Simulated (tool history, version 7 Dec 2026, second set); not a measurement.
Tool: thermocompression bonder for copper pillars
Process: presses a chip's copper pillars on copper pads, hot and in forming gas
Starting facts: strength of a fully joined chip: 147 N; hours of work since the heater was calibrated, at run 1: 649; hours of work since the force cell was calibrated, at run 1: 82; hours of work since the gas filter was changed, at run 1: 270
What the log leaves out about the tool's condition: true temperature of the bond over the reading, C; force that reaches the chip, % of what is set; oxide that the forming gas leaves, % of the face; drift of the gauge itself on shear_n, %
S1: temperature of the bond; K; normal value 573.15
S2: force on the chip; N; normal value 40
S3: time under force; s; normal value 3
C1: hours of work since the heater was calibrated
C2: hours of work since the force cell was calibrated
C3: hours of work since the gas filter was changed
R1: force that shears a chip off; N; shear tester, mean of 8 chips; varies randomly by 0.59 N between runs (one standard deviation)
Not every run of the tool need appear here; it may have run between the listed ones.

run 1 hour=0 | S1=573.15 S2=40 S3=3 | C1=649 C2=82 C3=270 | R1=72.5
run 2 hour=27.5 | S1=588.15 S2=40 S3=3 | C1=666 C2=99 C3=287 | R1=85.6
run 3 hour=47.7 | S1=588.15 S2=40 S3=3 | C1=678 C2=111 C3=299 | R1=83.8
run 4 hour=70.1 | S1=588.15 S2=40 S3=2 | C1=692 C2=125 C3=313 | R1=74.2
run 5 hour=101.9 | S1=573.15 S2=40 S3=3 | C1=711 C2=144 C3=332 | R1=70.6
run 6 hour=126 | S1=573.15 S2=40 S3=3 | C1=726 C2=159 C3=346 | R1=71.3
run 7 hour=151.8 | S1=573.15 S2=40 S3=3 | C1=741 C2=174 C3=362 | R1=70.1
-- hour=168.7 forming gas filter changed
run 8 hour=174.9 | S1=573.15 S2=40 S3=3 | C1=755 C2=188 C3=4 | R1=78.7
run 9 hour=208.6 | S1=573.15 S2=40 S3=3 | C1=775 C2=208 C3=24 | R1=79
run 10 hour=231.2 | S1=573.15 S2=40 S3=3 | C1=789 C2=222 C3=38 | R1=76.3
run 11 hour=266.9 | S1=548.15 S2=40 S3=3 | C1=810 C2=244 C3=59 | R1=56.2
run 12 hour=301.9 | S1=548.15 S2=40 S3=3 | C1=832 C2=265 C3=81 | R1=54.6
run 13 hour=331.9 | S1=548.15 S2=40 S3=3 | C1=850 C2=283 C3=99 | R1=55.4
run 14 hour=354.4 | S1=573.15 S2=40 S3=3 | C1=863 C2=296 C3=112 | R1=75
run 15 hour=392.2 | S1=573.15 S2=40 S3=3 | C1=886 C2=319 C3=135 | R1=76.1
run 16 hour=424.5 | S1=573.15 S2=40 S3=3 | C1=906 C2=339 C3=155 | R1=75.2
run 17 hour=440.9 | S1=573.15 S2=40 S3=3 | C1=916 C2=349 C3=165 | R1=73.4
run 18 hour=470.8 | S1=587.15 S2=25 S3=2 | C1=934 C2=367 C3=183 | R1=57.2
run 19 hour=493.5 | S1=555.15 S2=39 S3=4 | C1=947 C2=381 C3=196 | R1=62.9
run 20 hour=519 | S1=573.15 S2=51 S3=2 | C1=963 C2=396 C3=212 | R1=73.5
run 21 hour=558 | S1=573.15 S2=51 S3=2 | C1=986 C2=420 C3=235 | R1=72.8
-- hour=563.4 heater calibrated with a thermocouple chip
run 22 hour=579.3 | S1=573.15 S2=51 S3=2 | C1=10 C2=431 C3=247 | R1=70.4
run 23 hour=616.8 | S1=573.15 S2=51 S3=2 | C1=32 C2=454 C3=270 | R1=70.1
run 24 hour=638.1 | S1=573.15 S2=51 S3=2 | C1=45 C2=467 C3=283 | R1=70.2
run 25 hour=674.8 | S1=573.15 S2=51 S3=2 | C1=67 C2=489 C3=305 | R1=69.5
run 26 hour=712.3 | S1=585.15 S2=53 S3=3 | C1=90 C2=512 C3=328 | R1=88.8
run 27 hour=730.8 | S1=585.15 S2=53 S3=3 | C1=101 C2=523 C3=339 | R1=89.9
-- hour=745.6 heater calibrated with a thermocouple chip, once more
run 28 hour=751.5 | S1=543.15 S2=43 S3=7 | C1=4 C2=534 C3=350 | R1=70.1
run 29 hour=785 | S1=543.15 S2=43 S3=7 | C1=24 C2=554 C3=370 | R1=70.3
-- hour=789.1 forming gas filter changed
run 30 hour=816.8 | S1=588.15 S2=34 S3=6 | C1=43 C2=573 C3=17 | R1=103.6
run 31 hour=849.5 | S1=573.15 S2=58 S3=6 | C1=63 C2=593 C3=37 | R1=113.8
run 32 hour=869.4 | S1=585.15 S2=25 S3=8 | C1=75 C2=605 C3=49 | R1=94.4
run 33 hour=899.9 | S1=590.15 S2=27 S3=2 | C1=93 C2=624 C3=67 | R1=65.2

3 options for the next run, each taken on its own from the tool as it stands now. Forecast them:
run A hour=924.3 | S1=553.15 S2=27 S3=8 | C1=108 C2=638 C3=82 | R1=?
run B hour=924.3 | S1=603.15 S2=40 S3=7 | C1=108 C2=638 C3=82 | R1=?
run C hour=924.3 | S1=584.15 S2=40 S3=3 | C1=108 C2=638 C3=82 | R1=?

run=A R1=68.8
run=B R1=122.4
run=C R1=88.1
What these runs would have given with no unlogged condition in the tool:
run=A R1=71.3
run=B R1=126.1
run=C R1=91

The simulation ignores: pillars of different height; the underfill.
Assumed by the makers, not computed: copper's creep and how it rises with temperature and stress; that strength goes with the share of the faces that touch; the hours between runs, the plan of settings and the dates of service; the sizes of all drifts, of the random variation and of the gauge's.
